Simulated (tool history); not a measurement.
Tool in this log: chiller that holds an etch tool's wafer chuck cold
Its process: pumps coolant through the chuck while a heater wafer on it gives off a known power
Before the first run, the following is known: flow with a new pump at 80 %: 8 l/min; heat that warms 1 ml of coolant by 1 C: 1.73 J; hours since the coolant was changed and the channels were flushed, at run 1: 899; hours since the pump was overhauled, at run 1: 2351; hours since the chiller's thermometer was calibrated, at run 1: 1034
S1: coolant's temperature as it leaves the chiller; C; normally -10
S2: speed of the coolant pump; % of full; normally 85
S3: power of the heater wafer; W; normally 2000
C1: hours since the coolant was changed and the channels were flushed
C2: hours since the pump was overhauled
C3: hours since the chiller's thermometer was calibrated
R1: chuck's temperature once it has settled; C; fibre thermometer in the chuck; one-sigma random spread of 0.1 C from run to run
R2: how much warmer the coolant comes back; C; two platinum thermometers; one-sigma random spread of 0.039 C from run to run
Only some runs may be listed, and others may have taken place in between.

Run 1, day 0.000: usual settings; C1 899; C2 2351; C3 1034. Result: R1 6.4 C, R2 8.71 C.
Run 2, day 3.342: usual settings; C1 979; C2 2431; C3 1114. Result: R1 6.3 C, R2 8.76 C.
Run 3, day 6.204: usual settings; C1 1048; C2 2500; C3 1183. Result: R1 6.6 C, R2 8.80 C.
Run 4, day 8.400: usual settings; C1 1100; C2 2553; C3 1235. Result: R1 6.4 C, R2 8.74 C.
Run 5, day 11.908: usual settings; C1 1185; C2 2637; C3 1319. Result: R1 6.8 C, R2 8.76 C.
Run 6, day 14.408: usual settings; C1 1245; C2 2697; C3 1379. Result: R1 6.6 C, R2 8.78 C.
Run 7, day 18.058: usual settings; C1 1332; C2 2785; C3 1467. Result: R1 6.7 C, R2 8.83 C.
Run 8, day 21.238: usual settings; C1 1409; C2 2861; C3 1543. Result: R1 7.1 C, R2 8.86 C.
Run 9, day 24.879: usual settings; C1 1496; C2 2948; C3 1631. Result: R1 7.0 C, R2 8.89 C.
Run 10, day 28.475: usual settings but S2 65 % of full; C1 1582; C2 3035; C3 1717. Result: R1 12.4 C, R2 11.98 C.
Run 11, day 30.288: usual settings but S3 2090 W; C1 1626; C2 3078; C3 1761. Result: R1 8.0 C, R2 9.32 C.
Run 12, day 32.825: usual settings but S3 2090 W; C1 1687; C2 3139; C3 1821. Result: R1 8.0 C, R2 9.30 C.

Expected results for the next run?
Run 13, day 36.321: usual settings but S1 -3 C, S2 69 % of full, S3 2070 W; C1 1771; C2 3223; C3 1905. Result: R1 ?, R2 ?.

Run 13 gave R1 19.1 C, R2 11.63 C.
Without the tool's hidden state the same run would have given R1 15.3 C, R2 10.53 C.

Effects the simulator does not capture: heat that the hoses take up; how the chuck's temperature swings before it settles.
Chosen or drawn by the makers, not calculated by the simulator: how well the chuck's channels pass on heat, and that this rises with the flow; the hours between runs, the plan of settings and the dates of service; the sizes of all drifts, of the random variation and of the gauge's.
